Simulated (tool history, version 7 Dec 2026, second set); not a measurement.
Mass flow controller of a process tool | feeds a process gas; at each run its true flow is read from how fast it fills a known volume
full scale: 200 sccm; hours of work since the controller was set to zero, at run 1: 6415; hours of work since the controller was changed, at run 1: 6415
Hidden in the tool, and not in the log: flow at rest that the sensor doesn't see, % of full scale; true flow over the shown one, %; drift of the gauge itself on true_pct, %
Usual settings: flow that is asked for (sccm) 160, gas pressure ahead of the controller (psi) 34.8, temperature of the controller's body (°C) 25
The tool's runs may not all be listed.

| run | hour | flow that is asked for (sccm) | gas pressure ahead of the controller (psi) | temperature of the controller's body (°C) | hours of work since the controller was set to zero | hours of work since the controller was changed | true flow (%) |
|---|---|---|---|---|---|---|---|
| 1 | 0.0 | 160 | 34.8 | 25 | 6415 | 6415 | 99.55 |
| 2 | 349.4 | 160 | 33.2 | 25 | 6634 | 6634 | 99.51 |
|  | 586.8 | controller exchanged for a calibrated one |
| 3 | 645.4 | 160 | 33.2 | 25 | 37 | 37 | 99.45 |
| 4 | 1077.1 | 160 | 33.2 | 25 | 308 | 308 | 99.51 |
| 5 | 1591.7 | 71 | 34.8 | 25 | 631 | 631 | 98.20 |
| 6 | 1896.0 | 71 | 34.8 | 25 | 822 | 822 | 98.16 |
| 7 | 2307.3 | 71 | 34.8 | 25 | 1080 | 1080 | 98.22 |
| 8 | 2619.1 | 71 | 34.8 | 26 | 1276 | 1276 | 98.05 |
| 9 | 3023.0 | 179 | 34.8 | 25 | 1529 | 1529 | 99.88 |
| 10 | 3350.3 | 160 | 24.8 | 25 | 1735 | 1735 | 99.10 |
| 11 | 3579.2 | 160 | 24.8 | 25 | 1878 | 1878 | 99.19 |
| 12 | 4034.3 | 160 | 24.8 | 25 | 2164 | 2164 | 99.18 |
| 13 | 4361.6 | 160 | 31.3 | 28 | 2369 | 2369 | 99.15 |
| 14 | 4737.6 | 86 | 30.6 | 25 | 2605 | 2605 | 98.27 |
| 15 | 5063.0 | 160 | 37.4 | 32 | 2810 | 2810 | 99.03 |
| 16 | 5283.1 | 47 | 34.4 | 24 | 2948 | 2948 | 97.82 |
| 17 | 5720.0 | 82 | 25.5 | 26 | 3222 | 3222 | 97.94 |
| 18 | 6179.9 | 82 | 25.5 | 26 | 3511 | 3511 | 97.88 |
| 19 | 6549.7 | 120 | 25.1 | 26 | 3743 | 3743 | 98.45 |
| 20 | 7092.2 | 26 | 33.1 | 30 | 4083 | 4083 | 97.00 |
| 21 | 7616.6 | 28 | 27.8 | 25 | 4413 | 4413 | 97.26 |
| 22 | 7926.1 | 28 | 28.7 | 25 | 4607 | 4607 | 97.39 |
| 23 | 8395.8 | 28 | 28.7 | 25 | 4902 | 4902 | 97.37 |
| 24 | 8911.4 | 61 | 33.5 | 34 | 5225 | 5225 | 97.18 |

3 ways to go on from here, each from the tool as it stands after run 24. What would each give?
| A | 9215.7 | 100 | 34.8 | 25 | 5416 | 5416 | ? |
| B | 9215.7 | 27 | 29.9 | 25 | 5416 | 5416 | ? |
| C | 9215.7 | 61 | 33.5 | 34 | 5416 | 5416 | ? |

| run | true flow (%) |
|---|---|
| A | 98.77 |
| B | 97.41 |
| C | 97.17 |
Without the tool's hidden state the same runs would have given:
| run | true flow (%) |
|---|---|
| A | 98.79 |
| B | 97.39 |
| C | 97.18 |
